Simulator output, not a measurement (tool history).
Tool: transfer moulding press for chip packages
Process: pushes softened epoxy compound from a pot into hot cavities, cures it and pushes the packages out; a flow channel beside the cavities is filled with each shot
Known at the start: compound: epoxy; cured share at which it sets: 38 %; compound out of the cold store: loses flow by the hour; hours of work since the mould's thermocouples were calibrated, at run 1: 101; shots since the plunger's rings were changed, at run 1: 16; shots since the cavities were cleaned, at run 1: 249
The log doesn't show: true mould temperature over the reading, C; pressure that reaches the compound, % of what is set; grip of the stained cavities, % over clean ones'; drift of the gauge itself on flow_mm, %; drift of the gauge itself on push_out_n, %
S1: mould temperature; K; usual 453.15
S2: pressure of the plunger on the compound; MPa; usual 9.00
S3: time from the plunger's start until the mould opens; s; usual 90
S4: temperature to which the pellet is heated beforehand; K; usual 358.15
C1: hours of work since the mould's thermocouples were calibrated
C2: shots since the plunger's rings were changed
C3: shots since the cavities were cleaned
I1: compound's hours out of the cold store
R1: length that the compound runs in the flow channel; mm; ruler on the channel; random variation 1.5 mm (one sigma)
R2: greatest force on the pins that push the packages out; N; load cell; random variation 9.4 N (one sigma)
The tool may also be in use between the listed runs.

| run | hour | S1 | S2 | S3 | S4 | C1 | C2 | C3 | I1 | R1 | R2 |
|---|---|---|---|---|---|---|---|---|---|---|---|
| 1 | 0.0 | 453.15 | 9.00 | 90 | 358.15 | 101 | 16 | 249 | 45.5 | 507 | 625 |
|  | 51.6 | cavities cleaned with cleaning compound and waxed |
| 2 | 51.6 | 453.15 | 9.00 | 90 | 363.15 | 134 | 724 | 0 | 36.8 | 512 | 414 |
| 3 | 97.5 | 453.15 | 9.00 | 90 | 363.15 | 165 | 1372 | 648 | 33.2 | 516 | 773 |
|  | 123.3 | cavities cleaned with cleaning compound and waxed |
| 4 | 147.3 | 453.15 | 7.33 | 90 | 363.15 | 197 | 2056 | 340 | 34.7 | 459 | 639 |
| 5 | 181.8 | 453.15 | 7.33 | 90 | 363.15 | 220 | 2544 | 828 | 14.8 | 476 | 813 |
|  | 188.3 | plunger's sealing rings changed |
|  | 197.9 | cavities cleaned with cleaning compound and waxed |
| 6 | 247.9 | 453.15 | 9.00 | 90 | 358.15 | 262 | 821 | 707 | 9.7 | 542 | 799 |
|  | 271.5 | cavities cleaned with cleaning compound and waxed |
| 7 | 316.6 | 453.15 | 9.00 | 90 | 358.15 | 307 | 1772 | 639 | 39.2 | 503 | 745 |
|  | 341.2 | cavities cleaned with cleaning compound and waxed |
| 8 | 358.2 | 453.15 | 9.00 | 90 | 358.15 | 334 | 2338 | 241 | 15.3 | 527 | 605 |
|  | 382.2 | plunger's sealing rings changed |
| 9 | 406.6 | 453.15 | 9.00 | 90 | 358.15 | 364 | 345 | 890 | 33.5 | 516 | 809 |
|  | 413.0 | cavities cleaned with cleaning compound and waxed |
| 10 | 460.4 | 453.15 | 9.00 | 90 | 358.15 | 399 | 1084 | 670 | 31.3 | 514 | 737 |
|  | 483.3 | cavities cleaned with cleaning compound and waxed |
| 11 | 505.6 | 453.15 | 9.00 | 90 | 358.15 | 429 | 1702 | 315 | 11.6 | 533 | 660 |
|  | 554.1 | cavities cleaned with cleaning compound and waxed |
| 12 | 554.1 | 453.15 | 9.00 | 90 | 358.15 | 460 | 2366 | 0 | 43.7 | 496 | 394 |
|  | 578.8 | plunger's sealing rings changed |
| 13 | 589.5 | 453.15 | 9.00 | 90 | 351.15 | 482 | 151 | 466 | 40.5 | 511 | 710 |
|  | 625.8 | cavities cleaned with cleaning compound and waxed |
| 14 | 643.5 | 455.15 | 7.67 | 88 | 356.15 | 517 | 893 | 249 | 10.6 | 493 | 584 |
|  | 694.2 | cavities cleaned with cleaning compound and waxed |
| 15 | 709.1 | 455.15 | 7.67 | 88 | 356.15 | 560 | 1800 | 211 | 16.3 | 483 | 557 |
| 16 | 753.2 | 450.15 | 8.65 | 102 | 360.15 | 590 | 2423 | 834 | 22.8 | 515 | 763 |
|  | 762.8 | cavities cleaned with cleaning compound and waxed |
|  | 771.7 | plunger's sealing rings changed |
| 17 | 809.0 | 453.15 | 9.00 | 92 | 358.15 | 624 | 528 | 618 | 14.5 | 538 | 746 |

Run 18 comes next. What will it give?
|  | 837.3 | cavities cleaned with cleaning compound and waxed |
| 18 | 859.0 | 453.15 | 9.00 | 71 | 354.15 | 657 | 1214 | 308 | 44.8 | ? | ? |

Run 18 gave R1 505 mm, R2 985 N.
Without the tool's hidden state the same run would have given R1 515 mm, R2 717 N.
